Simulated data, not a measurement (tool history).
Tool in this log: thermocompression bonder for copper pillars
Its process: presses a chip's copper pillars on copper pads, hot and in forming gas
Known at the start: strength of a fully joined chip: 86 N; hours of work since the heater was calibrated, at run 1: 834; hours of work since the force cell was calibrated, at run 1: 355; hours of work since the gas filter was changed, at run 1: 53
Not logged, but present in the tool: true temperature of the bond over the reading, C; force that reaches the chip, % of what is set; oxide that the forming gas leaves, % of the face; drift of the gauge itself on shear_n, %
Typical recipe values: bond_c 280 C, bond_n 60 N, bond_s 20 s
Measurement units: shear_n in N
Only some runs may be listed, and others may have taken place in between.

| run | day | bond_c | bond_n | bond_s | hours of work since the heater was calibrated | hours of work since the force cell was calibrated | hours of work since the gas filter was changed | shear_n |
|---|---|---|---|---|---|---|---|---|
| 1 | 0 | 280 | 60 | 20 | 834 | 355 | 53 | 51.7 |
| 2 | 0.5 | 280 | 60 | 20 | 840 | 361 | 59 | 52.6 |
| 3 | 1.088 | 258 | 60 | 20 | 847 | 369 | 66 | 39 |
| 4 | 1.512 | 258 | 60 | 26 | 852 | 374 | 72 | 41.4 |
| 5 | 2.229 | 280 | 60 | 20 | 861 | 382 | 80 | 50.5 |
| 6 | 2.733 | 280 | 60 | 20 | 867 | 389 | 87 | 51.9 |
| 7 | 3.104 | 280 | 60 | 20 | 872 | 393 | 91 | 52.1 |
| 8 | 3.804 | 280 | 60 | 20 | 880 | 402 | 100 | 50.9 |
| 9 | 4.346 | 280 | 60 | 20 | 887 | 408 | 106 | 51.7 |
| 10 | 4.8 | 280 | 60 | 20 | 893 | 414 | 112 | 52.1 |
| 11 | 5.246 | 280 | 43 | 20 | 898 | 419 | 117 | 42.2 |
| 12 | 5.662 | 280 | 43 | 20 | 903 | 424 | 122 | 42.8 |
| 13 | 6.362 | 280 | 43 | 20 | 912 | 433 | 131 | 41.3 |
| 14 | 6.788 | 280 | 43 | 20 | 917 | 438 | 136 | 42.2 |
| 15 | 7.304 | 280 | 60 | 20 | 923 | 444 | 142 | 50.1 |
| 16 | 7.642 | 280 | 60 | 20 | 927 | 449 | 147 | 50.9 |
| 17 | 8.029 | 280 | 60 | 20 | 932 | 453 | 151 | 51 |
| 18 | 8.733 | 280 | 60 | 20 | 941 | 462 | 160 | 50.6 |
|  | 8.954 | forming gas filter changed |
| 19 | 9.383 | 280 | 60 | 20 | 948 | 470 | 5 | 52.6 |
| 20 | 9.833 | 280 | 60 | 20 | 954 | 475 | 11 | 51.6 |
| 21 | 10.404 | 274 | 60 | 20 | 961 | 482 | 18 | 49 |
| 22 | 10.883 | 274 | 60 | 20 | 967 | 488 | 24 | 49.1 |
| 23 | 11.296 | 274 | 60 | 20 | 972 | 493 | 29 | 47.1 |
| 24 | 11.975 | 273 | 51 | 20 | 980 | 501 | 37 | 43.7 |
| 25 | 12.367 | 280 | 78 | 20 | 985 | 506 | 42 | 59 |
| 26 | 12.904 | 281 | 60 | 20 | 991 | 513 | 48 | 51.7 |
| 27 | 13.596 | 274 | 77 | 20 | 1000 | 521 | 57 | 54.2 |
| 28 | 14.058 | 274 | 77 | 20 | 1005 | 527 | 62 | 54.5 |
| 29 | 14.442 | 280 | 82 | 20 | 1010 | 531 | 67 | 60.8 |
| 30 | 15.129 | 292 | 75 | 56 | 1019 | 540 | 75 | 75.8 |
| 31 | 15.908 | 292 | 39 | 16 | 1028 | 549 | 85 | 43.6 |
| 32 | 16.479 | 292 | 39 | 32 | 1035 | 556 | 92 | 53.2 |
| 33 | 16.904 | 292 | 79 | 24 | 1040 | 562 | 97 | 67.8 |
| 34 | 17.625 | 292 | 79 | 24 | 1049 | 570 | 106 | 68.4 |
| 35 | 18.029 | 268 | 60 | 25 | 1054 | 575 | 111 | 47.7 |
| 36 | 18.704 | 268 | 49 | 32 | 1062 | 584 | 119 | 44.8 |
| 37 | 19.054 | 268 | 78 | 12 | 1066 | 588 | 123 | 44.6 |
| 38 | 19.575 | 268 | 78 | 12 | 1073 | 594 | 130 | 44.2 |
|  | 20.154 | heater calibrated with a thermocouple chip |
| 39 | 20.358 | 280 | 52 | 20 | 2 | 603 | 138 | 47 |

Below are 4 alternative next runs, each starting from the tool's condition after run 39. Predict each:
| A | 20.908 | 283 | 78 | 40 | 9 | 609 | 145 | ? |
| B | 20.908 | 284 | 68 | 22 | 9 | 609 | 145 | ? |
| C | 20.908 | 280 | 90 | 20 | 9 | 609 | 145 | ? |
| D | 20.908 | 306 | 52 | 29 | 9 | 609 | 145 | ? |

| run | shear_n |
|---|---|
| A | 70.2 |
| B | 57.7 |
| C | 60.7 |
| D | 67.1 |
Without the tool's unlogged condition, the same runs would have read:
| run | shear_n |
|---|---|
| A | 70.6 |
| B | 58 |
| C | 61.1 |
| D | 67.5 |
